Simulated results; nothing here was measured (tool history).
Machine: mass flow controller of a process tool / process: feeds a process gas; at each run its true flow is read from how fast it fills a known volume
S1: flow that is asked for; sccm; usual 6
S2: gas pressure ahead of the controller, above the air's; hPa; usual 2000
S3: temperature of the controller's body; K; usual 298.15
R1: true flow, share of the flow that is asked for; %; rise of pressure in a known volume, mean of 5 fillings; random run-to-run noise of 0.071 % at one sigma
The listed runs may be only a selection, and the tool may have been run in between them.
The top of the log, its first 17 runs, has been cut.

Run 18, hour 2336.4: usual settings but S2 1720 hPa, S3 307.15 K. Result: R1 97.50 %.
Run 19, hour 2443.2: usual settings but S2 1820 hPa, S3 307.15 K. Result: R1 97.36 %.
Run 20, hour 2606.1: usual settings but S2 1820 hPa, S3 307.15 K. Result: R1 97.32 %.
Run 21, hour 2765.5: usual settings but S2 2110 hPa. Result: R1 98.10 %.
Run 22, hour 2911.1: usual settings but S3 297.15 K. Result: R1 98.16 %.
Run 23, hour 3032.0: usual settings but S3 297.15 K. Result: R1 98.17 %.
Run 24, hour 3137.2: usual settings but S3 297.15 K. Result: R1 98.21 %.
Run 25, hour 3237.6: usual settings but S1 11 sccm, S2 2130 hPa, S3 297.15 K. Result: R1 99.46 %.
Run 26, hour 3415.8: usual settings but S2 1400 hPa, S3 300.15 K. Result: R1 98.08 %.
Run 27, hour 3553.5: usual settings but S2 2460 hPa, S3 302.15 K. Result: R1 97.16 %.
Run 28, hour 3693.6: usual settings but S2 2580 hPa, S3 307.15 K. Result: R1 96.45 %.
Run 29, hour 3852.8: usual settings but S1 3 sccm, S2 1470 hPa, S3 308.15 K. Result: R1 94.46 %.
Run 30, hour 4009.2: usual settings but S2 1870 hPa. Result: R1 97.82 %.
Run 31, hour 4146.0: usual settings but S1 3 sccm, S2 1840 hPa, S3 302.15 K. Result: R1 94.54 %.
Run 32, hour 4288.8: usual settings but S1 5 sccm, S2 2750 hPa, S3 306.15 K. Result: R1 95.69 %.
Run 33, hour 4406.7: usual settings but S1 5 sccm, S2 2750 hPa, S3 306.15 K. Result: R1 95.61 %.
Run 34, hour 4490.6: usual settings but S1 3 sccm. Result: R1 94.63 %.
Run 35, hour 4628.9: usual settings but S1 7 sccm, S3 297.15 K. Result: R1 98.15 %.
Run 36, hour 4792.0: usual settings but S1 9 sccm, S2 1990 hPa, S3 303.15 K. Result: R1 98.05 %.
Run 37, hour 4978.5: usual settings but S1 9 sccm, S2 2400 hPa, S3 303.15 K. Result: R1 97.81 %.

Run 38 comes next. What will it give?
Run 38, hour 5089.9: usual settings but S2 1930 hPa. Result: R1 ?.

For run 38 the tool returned R1 97.50 %.
The same run, on a tool lacking any hidden state, would have yielded R1 99.58 %.

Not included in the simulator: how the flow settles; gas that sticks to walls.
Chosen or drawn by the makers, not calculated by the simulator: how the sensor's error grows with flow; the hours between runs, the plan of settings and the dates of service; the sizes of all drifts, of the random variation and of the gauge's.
